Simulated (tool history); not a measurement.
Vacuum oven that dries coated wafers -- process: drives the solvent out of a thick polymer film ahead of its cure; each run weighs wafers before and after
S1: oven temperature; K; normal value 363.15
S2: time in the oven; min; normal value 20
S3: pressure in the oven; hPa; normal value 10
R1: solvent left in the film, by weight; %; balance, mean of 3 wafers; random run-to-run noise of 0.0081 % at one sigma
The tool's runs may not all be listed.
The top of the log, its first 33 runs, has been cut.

Run 34, day 18.546: usual settings but S1 377.15 K, S3 29.2 hPa. Result: R1 0.386 %.
Run 35, day 19.192: usual settings but S1 349.15 K, S3 6.4 hPa. Result: R1 3.398 %.
Run 36, day 20.017: usual settings but S1 366.15 K, S2 31 min, S3 8.6 hPa. Result: R1 0.235 %.
Run 37, day 20.558: usual settings but S1 377.15 K, S2 13 min, S3 12.3 hPa. Result: R1 0.367 %.
Run 38, day 20.929: usual settings but S1 377.15 K, S2 13 min, S3 12.3 hPa. Result: R1 0.378 %.
Run 39, day 21.475: usual settings but S1 377.15 K, S2 13 min, S3 12.3 hPa. Result: R1 0.366 %.
Run 40, day 22.175: usual settings but S1 368.15 K, S2 12 min, S3 39.3 hPa. Result: R1 1.729 %.
Run 41, day 22.508: usual settings but S1 368.15 K, S2 19 min, S3 29.9 hPa. Result: R1 0.813 %.
Run 42, day 23.217: usual settings but S1 355.15 K, S2 12 min, S3 38.2 hPa. Result: R1 4.42 %.
Run 43, day 23.696: usual settings but S1 355.15 K, S2 13 min, S3 5.6 hPa. Result: R1 3.52 %.
Run 44, day 24.462: usual settings but S1 351.15 K, S2 18 min, S3 5.6 hPa. Result: R1 3.243 %.
Run 45, day 24.854: usual settings but S2 21 min, S3 8.7 hPa. Result: R1 0.759 %.
Run 46, day 25.188: usual settings but S1 361.15 K, S2 10 min, S3 6.2 hPa. Result: R1 3.122 %.
Run 47, day 25.946: usual settings but S3 8 hPa. Result: R1 0.824 %.
Run 48, day 26.317: usual settings but S3 8 hPa. Result: R1 0.828 %.

Each row is a separate what-if for the run after 48, all from the same tool condition, not one after another. Results?
Run A, day 27.129: usual settings. Result: R1 ?.
Run B, day 27.129: usual settings but S1 374.15 K, S3 6.1 hPa. Result: R1 ?.
Run C, day 27.129: usual settings but S2 28 min, S3 5.7 hPa. Result: R1 ?.

run     R1
  A  0.858
  B  0.168
  C  0.355
Take away the tool's hidden state, keep each run's random variation, and the runs would have read:
run     R1
  A  0.956
  B  0.169
  C  0.384
